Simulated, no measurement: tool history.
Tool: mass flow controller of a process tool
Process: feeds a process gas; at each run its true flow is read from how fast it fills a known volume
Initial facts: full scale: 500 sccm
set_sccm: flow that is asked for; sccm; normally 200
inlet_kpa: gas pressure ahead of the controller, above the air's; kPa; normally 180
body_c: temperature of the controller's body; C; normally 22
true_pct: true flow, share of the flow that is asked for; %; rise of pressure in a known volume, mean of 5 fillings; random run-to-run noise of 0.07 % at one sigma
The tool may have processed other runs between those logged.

run,hour,set_sccm,inlet_kpa,body_c,true_pct
1,0,200,180,22,99.66
2,181.8,200,180,22,99.81
3,334.8,211,180,22,99.85
4,520.3,200,180,22,99.92
5,820.1,200,180,22,99.98
6,1085.1,200,180,36,100.64
7,1371.6,79,180,22,100.57
8,1580,79,180,22,100.68
9,1876.2,79,180,22,100.85
10,2085.2,79,147,22,100.76
11,2299.3,200,180,22,100.48
12,2617.9,200,180,22,100.61
13,2860.6,200,180,22,100.82
14,3150.5,200,180,22,100.92
15,3330.2,200,180,22,101.04
16,3507,200,180,22,101.04
17,3740.5,200,180,22,101.13
18,4016.3,200,180,22,101.17
19,4270.5,287,164,36,101.64
20,4569.9,287,164,36,101.76
21,4762.3,142,240,33,102.38
22,4898.6,104,147,23,101.96

For run 23, what comes out?
23,5036,104,147,23,?

Run 23 came out at true_pct 102 %.
If the tool had no hidden condition, the same run with the same run-to-run variation would have returned true_pct 98.87 %.
